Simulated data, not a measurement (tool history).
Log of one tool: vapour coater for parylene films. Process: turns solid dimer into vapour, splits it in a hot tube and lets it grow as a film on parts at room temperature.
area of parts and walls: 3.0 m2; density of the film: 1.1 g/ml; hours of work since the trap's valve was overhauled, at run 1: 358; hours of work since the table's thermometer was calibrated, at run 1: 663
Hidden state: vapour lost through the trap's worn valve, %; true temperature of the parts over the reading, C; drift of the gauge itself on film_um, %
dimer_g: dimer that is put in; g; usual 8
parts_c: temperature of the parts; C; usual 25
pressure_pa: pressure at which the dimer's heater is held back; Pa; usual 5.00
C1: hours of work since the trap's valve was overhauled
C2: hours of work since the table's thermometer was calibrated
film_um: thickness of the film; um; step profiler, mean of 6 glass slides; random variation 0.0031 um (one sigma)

{"run": 1, "hour": 0.0, "dimer_g": 8, "parts_c": 25, "pressure_pa": 5.0, "C1": 358, "C2": 663, "film_um": 1.526}
{"run": 2, "hour": 26.4, "dimer_g": 8, "parts_c": 25, "pressure_pa": 4.57, "C1": 373, "C2": 678, "film_um": 1.54}
{"run": 3, "hour": 52.3, "dimer_g": 8, "parts_c": 25, "pressure_pa": 5.0, "C1": 388, "C2": 693, "film_um": 1.523}
{"run": 4, "hour": 71.1, "dimer_g": 8, "parts_c": 25, "pressure_pa": 5.0, "C1": 399, "C2": 704, "film_um": 1.526}
{"run": 5, "hour": 99.2, "dimer_g": 8, "parts_c": 25, "pressure_pa": 5.0, "C1": 415, "C2": 721, "film_um": 1.532}
{"run": 6, "hour": 128.1, "dimer_g": 14, "parts_c": 25, "pressure_pa": 5.0, "C1": 432, "C2": 737, "film_um": 2.675}
{"run": 7, "hour": 144.1, "dimer_g": 14, "parts_c": 25, "pressure_pa": 5.0, "C1": 441, "C2": 747, "film_um": 2.681}
{"run": 8, "hour": 173.1, "dimer_g": 8, "parts_c": 31, "pressure_pa": 5.0, "C1": 458, "C2": 764, "film_um": 1.135}
{"run": 9, "hour": 188.3, "dimer_g": 8, "parts_c": 19, "pressure_pa": 5.0, "C1": 467, "C2": 772, "film_um": 2.067}
{"hour": 198.0, "done": "trap's valve overhauled"}
{"run": 10, "hour": 217.3, "dimer_g": 8, "parts_c": 19, "pressure_pa": 8.6, "C1": 11, "C2": 787, "film_um": 2.017}
{"run": 11, "hour": 248.1, "dimer_g": 8, "parts_c": 25, "pressure_pa": 5.0, "C1": 29, "C2": 805, "film_um": 1.543}
{"run": 12, "hour": 264.7, "dimer_g": 8, "parts_c": 23, "pressure_pa": 5.0, "C1": 39, "C2": 814, "film_um": 1.709}
{"run": 13, "hour": 285.5, "dimer_g": 8, "parts_c": 23, "pressure_pa": 5.0, "C1": 51, "C2": 827, "film_um": 1.702}
{"run": 14, "hour": 304.7, "dimer_g": 8, "parts_c": 23, "pressure_pa": 5.0, "C1": 62, "C2": 838, "film_um": 1.709}
{"run": 15, "hour": 323.1, "dimer_g": 8, "parts_c": 25, "pressure_pa": 5.0, "C1": 73, "C2": 848, "film_um": 1.543}
{"run": 16, "hour": 343.5, "dimer_g": 8, "parts_c": 25, "pressure_pa": 9.06, "C1": 85, "C2": 860, "film_um": 1.494}
{"run": 17, "hour": 369.1, "dimer_g": 8, "parts_c": 25, "pressure_pa": 9.06, "C1": 99, "C2": 875, "film_um": 1.491}
{"run": 18, "hour": 395.6, "dimer_g": 8, "parts_c": 30, "pressure_pa": 5.0, "C1": 115, "C2": 891, "film_um": 1.202}
{"run": 19, "hour": 418.1, "dimer_g": 8, "parts_c": 35, "pressure_pa": 5.0, "C1": 128, "C2": 904, "film_um": 0.941}
{"run": 20, "hour": 444.8, "dimer_g": 8, "parts_c": 35, "pressure_pa": 5.0, "C1": 144, "C2": 919, "film_um": 0.94}
{"run": 21, "hour": 469.4, "dimer_g": 8, "parts_c": 35, "pressure_pa": 5.0, "C1": 158, "C2": 933, "film_um": 0.943}
{"run": 22, "hour": 492.1, "dimer_g": 8, "parts_c": 25, "pressure_pa": 5.0, "C1": 171, "C2": 947, "film_um": 1.554}
{"run": 23, "hour": 516.7, "dimer_g": 8, "parts_c": 25, "pressure_pa": 5.0, "C1": 185, "C2": 961, "film_um": 1.554}
{"run": 24, "hour": 530.8, "dimer_g": 10, "parts_c": 17, "pressure_pa": 5.0, "C1": 194, "C2": 969, "film_um": 2.903}
{"run": 25, "hour": 554.3, "dimer_g": 7, "parts_c": 19, "pressure_pa": 9.09, "C1": 207, "C2": 983, "film_um": 1.784}
{"hour": 559.1, "done": "gauge calibrated"}
{"run": 26, "hour": 570.7, "dimer_g": 8, "parts_c": 30, "pressure_pa": 5.0, "C1": 217, "C2": 992, "film_um": 1.185}
{"run": 27, "hour": 590.9, "dimer_g": 8, "parts_c": 30, "pressure_pa": 5.0, "C1": 229, "C2": 1004, "film_um": 1.186}
{"run": 28, "hour": 621.4, "dimer_g": 10, "parts_c": 19, "pressure_pa": 3.01, "C1": 246, "C2": 1022, "film_um": 2.653}
{"run": 29, "hour": 643.2, "dimer_g": 10, "parts_c": 19, "pressure_pa": 3.01, "C1": 259, "C2": 1035, "film_um": 2.651}
{"run": 30, "hour": 672.2, "dimer_g": 8, "parts_c": 25, "pressure_pa": 9.31, "C1": 276, "C2": 1051, "film_um": 1.478}
{"run": 31, "hour": 694.4, "dimer_g": 8, "parts_c": 34, "pressure_pa": 11.76, "C1": 289, "C2": 1064, "film_um": 0.93}
{"run": 32, "hour": 708.6, "dimer_g": 5, "parts_c": 34, "pressure_pa": 10.43, "C1": 297, "C2": 1073, "film_um": 0.589}
{"run": 33, "hour": 737.0, "dimer_g": 5, "parts_c": 26, "pressure_pa": 10.43, "C1": 313, "C2": 1089, "film_um": 0.877}
{"run": 34, "hour": 764.6, "dimer_g": 5, "parts_c": 26, "pressure_pa": 10.43, "C1": 330, "C2": 1105, "film_um": 0.871}
{"run": 35, "hour": 783.3, "dimer_g": 8, "parts_c": 35, "pressure_pa": 5.0, "C1": 340, "C2": 1116, "film_um": 0.93}
{"run": 36, "hour": 797.0, "dimer_g": 8, "parts_c": 35, "pressure_pa": 5.0, "C1": 348, "C2": 1124, "film_um": 0.934}
{"run": 37, "hour": 815.9, "dimer_g": 8, "parts_c": 27, "pressure_pa": 2.01, "C1": 359, "C2": 1135, "film_um": 1.464}
{"run": 38, "hour": 839.9, "dimer_g": 13, "parts_c": 17, "pressure_pa": 4.58, "C1": 373, "C2": 1149, "film_um": 3.741}
{"run": 39, "hour": 860.2, "dimer_g": 4, "parts_c": 18, "pressure_pa": 7.8, "C1": 385, "C2": 1161, "film_um": 1.069}
{"run": 40, "hour": 882.4, "dimer_g": 5, "parts_c": 25, "pressure_pa": 3.59, "C1": 398, "C2": 1174, "film_um": 0.986}
{"run": 41, "hour": 911.2, "dimer_g": 5, "parts_c": 25, "pressure_pa": 3.59, "C1": 415, "C2": 1190, "film_um": 0.983}
{"run": 42, "hour": 932.4, "dimer_g": 5, "parts_c": 25, "pressure_pa": 3.59, "C1": 427, "C2": 1203, "film_um": 0.988}
{"run": 43, "hour": 962.0, "dimer_g": 8, "parts_c": 35, "pressure_pa": 5.0, "C1": 444, "C2": 1220, "film_um": 0.945}
{"run": 44, "hour": 985.9, "dimer_g": 8, "parts_c": 35, "pressure_pa": 4.11, "C1": 458, "C2": 1234, "film_um": 0.949}
{"hour": 1010.7, "done": "trap's valve overhauled"}
{"run": 45, "hour": 1016.4, "dimer_g": 3, "parts_c": 18, "pressure_pa": 7.28, "C1": 3, "C2": 1249, "film_um": 0.808}
{"run": 46, "hour": 1047.7, "dimer_g": 3, "parts_c": 18, "pressure_pa": 7.28, "C1": 22, "C2": 1267, "film_um": 0.81}

How the hidden state differs across the entries between the runs, from the last listed run before each to the first after it:
Between runs 9 and 10: trap's valve overhauled (hour 198.0)
  vapour lost through the trap's worn valve, %: 0.2 -> 0; drift of the gauge itself on film_um, %: 0.73 -> 0.83
  measured less the result without the state, film_um: +0.013 -> +0.018 um
Between runs 25 and 26: gauge calibrated (hour 559.1)
  drift of the gauge itself on film_um, %: 2.14 -> 0.04
  measured less the result without the state, film_um: +0.037 -> +0.000 um
Between runs 44 and 45: trap's valve overhauled (hour 1010.7)
  vapour lost through the trap's worn valve, %: 0.2 -> 0; drift of the gauge itself on film_um, %: 1.66 -> 1.76
  measured less the result without the state, film_um: +0.015 -> +0.014 um
